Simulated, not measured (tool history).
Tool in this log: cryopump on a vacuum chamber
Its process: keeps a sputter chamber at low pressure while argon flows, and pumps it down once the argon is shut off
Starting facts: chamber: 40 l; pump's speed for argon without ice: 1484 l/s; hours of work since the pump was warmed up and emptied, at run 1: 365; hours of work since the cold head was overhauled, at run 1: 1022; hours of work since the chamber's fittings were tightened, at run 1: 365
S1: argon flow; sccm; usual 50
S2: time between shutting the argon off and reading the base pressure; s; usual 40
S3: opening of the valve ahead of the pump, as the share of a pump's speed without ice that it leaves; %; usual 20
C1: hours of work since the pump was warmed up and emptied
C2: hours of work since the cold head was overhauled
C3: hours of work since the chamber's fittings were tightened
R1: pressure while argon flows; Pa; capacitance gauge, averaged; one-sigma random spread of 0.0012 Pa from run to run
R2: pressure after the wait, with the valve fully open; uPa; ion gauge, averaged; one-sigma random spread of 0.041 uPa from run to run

run,hour,S1,S2,S3,C1,C2,C3,R1,R2
1,0.0,50,40,20,365,1022,365,0.2946,2.94
2,93.0,50,40,20,445,1102,445,0.2980,3.15
3,187.4,50,40,20,526,1183,526,0.3023,3.44
# hour 198.4: pump warmed up, emptied and cooled again
4,277.8,50,40,20,68,1257,599,0.2892,3.34
5,386.3,21,40,20,162,1350,692,0.1210,3.56
6,450.0,50,40,20,216,1405,747,0.2904,3.73
7,526.9,50,40,20,282,1471,813,0.2945,3.89
8,613.0,50,40,20,356,1545,887,0.2980,4.12
9,698.2,50,40,20,430,1618,961,0.2954,4.26
10,752.3,50,40,20,476,1665,1007,0.3003,4.36
# hour 823.8: pump warmed up, emptied and cooled again
11,823.8,50,40,20,0,1722,1064,0.2843,3.94
12,947.8,50,40,18,107,1828,1171,0.3201,4.48
13,1033.1,50,40,18,180,1902,1244,0.3231,4.60
14,1137.0,50,40,18,269,1991,1334,0.3234,4.67
15,1213.4,50,40,18,335,2057,1399,0.3283,5.12
16,1314.9,50,76,16,422,2144,1486,0.3711,4.24
# hour 1369.2: leaking fittings of the chamber tightened, without venting
17,1379.9,50,76,16,476,2198,9,0.3705,1.43
# hour 1451.4: pump warmed up, emptied and cooled again
18,1456.7,50,76,16,5,2260,71,0.3549,1.46
19,1562.2,45,160,18,95,2350,162,0.2874,1.08
20,1652.9,53,160,52,173,2428,240,0.1228,1.23
21,1722.3,29,45,47,233,2488,299,0.0752,2.74
22,1824.9,21,23,20,321,2576,387,0.1237,4.72
23,1896.3,57,23,20,382,2638,449,0.3376,4.96
24,1974.0,28,134,32,449,2704,516,0.1076,1.89
25,2037.5,34,88,20,504,2759,570,0.2057,2.46
# hour 2076.3: pump warmed up, emptied and cooled again
26,2133.0,50,180,20,49,2837,648,0.2878,1.86
27,2194.3,50,280,53,101,2890,701,0.1127,1.72
28,2315.9,50,280,53,206,2994,805,0.1148,2.06
29,2435.4,50,40,57,309,3097,908,0.1104,4.13

Below, each run's measurement less what the same run would have read without the hidden state. Both values contain the same run-to-run variation, but the gauge's scatter may not be the same in both:
Unlogged tool condition in this case: pump's speed, % of a pump's without ice; cold plate's temperature, K; leak into the chamber, uPa l/s; drift of the gauge itself on working_pa, %; drift of the gauge itself on base_upa, %.
run,R1,R2
1,+0.0109,+0.65
2,+0.0136,+0.83
3,+0.0167,+1.07
4,+0.0027,+0.96
5,+0.0022,+1.17
6,+0.0069,+1.32
7,+0.0088,+1.48
8,+0.0111,+1.70
9,+0.0137,+1.88
10,+0.0156,+1.99
11,+0.0008,+1.62
12,+0.0033,+1.99
13,+0.0055,+2.18
14,+0.0080,+2.35
15,+0.0103,+2.66
16,+0.0133,+2.90
17,+0.0151,+0.12
18,+0.0012,+0.15
19,+0.0031,+0.33
20,+0.0059,+0.49
21,+0.0042,+0.60
22,+0.0042,+0.78
23,+0.0141,+0.95
24,+0.0083,+1.09
25,+0.0116,+1.26
26,+0.0026,+1.14
27,+0.0042,+1.23
28,+0.0071,+1.53
29,+0.0107,+1.79

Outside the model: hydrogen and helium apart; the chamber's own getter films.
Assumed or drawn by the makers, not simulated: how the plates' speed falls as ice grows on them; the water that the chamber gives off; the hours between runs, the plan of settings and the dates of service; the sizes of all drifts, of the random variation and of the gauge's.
